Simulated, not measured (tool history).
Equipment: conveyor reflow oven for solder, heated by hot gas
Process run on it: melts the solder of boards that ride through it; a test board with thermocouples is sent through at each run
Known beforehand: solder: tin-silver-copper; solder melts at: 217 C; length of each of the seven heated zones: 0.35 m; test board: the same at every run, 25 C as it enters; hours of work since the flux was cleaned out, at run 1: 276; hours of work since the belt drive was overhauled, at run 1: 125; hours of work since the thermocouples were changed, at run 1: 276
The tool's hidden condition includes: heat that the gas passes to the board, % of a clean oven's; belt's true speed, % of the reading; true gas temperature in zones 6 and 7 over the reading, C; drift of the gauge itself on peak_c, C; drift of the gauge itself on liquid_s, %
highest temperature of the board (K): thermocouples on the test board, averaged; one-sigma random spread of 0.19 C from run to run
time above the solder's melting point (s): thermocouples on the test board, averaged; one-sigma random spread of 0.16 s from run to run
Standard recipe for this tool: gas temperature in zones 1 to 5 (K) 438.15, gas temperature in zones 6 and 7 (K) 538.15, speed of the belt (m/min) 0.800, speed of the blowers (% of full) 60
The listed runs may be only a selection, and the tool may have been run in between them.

run    hour  gas temperature in zones 1 to 5 (K)  gas temperature in zones 6 and 7 (K)  speed of the belt (m/min)  speed of the blowers (% of full)  hours of work since the flux was cleaned out  hours of work since the belt drive was overhauled  hours of work since the thermocouples were changed  highest temperature of the board (K)  time above the solder's melting point (s)
  1     0.0                               438.15                                538.15                      0.800                                60                                           276                                                125                                                 276                                514.45                                       29.5
  2    31.8                               438.15                                538.15                      0.800                                60                                           301                                                150                                                 301                                514.25                                       29.1
  3   101.9                               438.15                                538.15                      0.800                                60                                           357                                                206                                                 357                                514.35                                       29.0
  4   135.4                               438.15                                538.15                      0.800                                60                                           384                                                232                                                 384                                513.95                                       29.0
      175.1  -- flux residue cleaned out of gas plates and filters
  5   185.9                               438.15                                550.15                      0.800                                60                                             9                                                268                                                 420                                522.35                                       33.9
  6   245.4                               438.15                                538.15                      0.800                                60                                            56                                                316                                                 467                                512.55                                       27.4
  7   299.9                               438.15                                538.15                      0.800                                60                                            99                                                359                                                 510                                512.95                                       27.2
      355.8  -- thermocouples of zones 6 and 7 changed
  8   363.1                               438.15                                538.15                      0.800                                60                                           148                                                408                                                   6                                510.95                                       26.1
  9   412.3                               438.15                                538.15                      0.800                                60                                           187                                                447                                                  45                                510.95                                       25.9
 10   471.8                               438.15                                538.15                      0.800                                60                                           234                                                494                                                  92                                510.85                                       25.8
 11   532.2                               438.15                                538.15                      0.800                                53                                           282                                                542                                                 140                                507.75                                       23.0
      557.5  -- flux residue cleaned out of gas plates and filters, once more
 12   603.4                               438.15                                538.15                      0.897                                60                                            36                                                594                                                 193                                510.75                                       23.1
 13   667.5                               438.15                                538.15                      0.800                                60                                            87                                                645                                                 244                                515.35                                       30.0
 14   720.3                               438.15                                538.15                      0.800                                77                                           129                                                687                                                 285                                521.25                                       35.2
 15   778.2                               438.15                                538.15                      0.800                                77                                           175                                                733                                                 331                                520.95                                       34.9
 16   846.8                               438.15                                538.15                      0.800                                77                                           230                                                788                                                 386                                521.15                                       35.0
 17   907.9                               425.15                                538.15                      0.800                                57                                           278                                                836                                                 434                                511.05                                       24.1
 18   964.0                               424.15                                544.15                      0.800                                60                                           323                                                881                                                 479                                517.05                                       28.4
 19  1034.1                               424.15                                544.15                      0.800                                60                                           378                                                936                                                 535                                516.65                                       28.5
     1064.4  -- thermocouples of zones 6 and 7 changed
     1079.4  -- flux residue cleaned out of gas plates and filters
 20  1093.9                               443.15                                544.15                      0.768                                60                                            12                                                978                                                  19                                522.75                                       38.4
 21  1167.0                               438.15                                542.15                      0.800                                75                                            70                                               1036                                                  77                                523.55                                       36.6
 22  1207.3                               438.15                                542.15                      0.800                                75                                           102                                               1068                                                 109                                523.75                                       36.8
 23  1273.8                               434.15                                528.15                      0.656                                70                                           154                                               1121                                                 162                                515.55                                       39.3
 24  1339.2                               450.15                                544.15                      0.745                                61                                           206                                               1173                                                 214                                526.15                                       43.1
     1348.5  -- belt drive overhauled, speed set with a stopwatch
 25  1379.3                               450.15                                539.15                      0.745                                61                                           235                                                 25                                                 243                                520.95                                       39.8
 26  1418.0                               441.15                                545.15                      0.935                                79                                           266                                                 55                                                 274                                521.05                                       29.2
 27  1460.8                               429.15                                543.15                      0.825                                52                                           300                                                 89                                                 308                                510.85                                       23.1
 28  1494.8                               429.15                                543.15                      0.825                                52                                           327                                                116                                                 335                                510.55                                       22.9
 29  1550.5                               429.15                                543.15                      0.825                                52                                           371                                                160                                                 379                                510.75                                       22.8

Here are 3 independent what-if runs from the current tool condition. What would each one return?
     1603.4  -- flux residue cleaned out of gas plates and filters
  A  1619.6                               432.15                                543.15                      0.825                                52                                            13                                                211                                                 430                                     ?                                          ?
     1603.4  -- flux residue cleaned out of gas plates and filters
  B  1619.6                               429.15                                535.15                      0.825                                64                                            13                                                211                                                 430                                     ?                                          ?
     1603.4  -- flux residue cleaned out of gas plates and filters
  C  1619.6                               429.15                                527.15                      0.776                                72                                            13                                                211                                                 430                                     ?                                          ?

run  highest temperature of the board (K)  time above the solder's melting point (s)
  A                                513.65                                       26.1
  B                                511.95                                       24.9
  C                                510.25                                       26.8
Without the tool's hidden state the same runs would have given:
run  highest temperature of the board (K)  time above the solder's melting point (s)
  A                                512.75                                       25.4
  B                                511.05                                       24.2
  C                                509.35                                       26.1
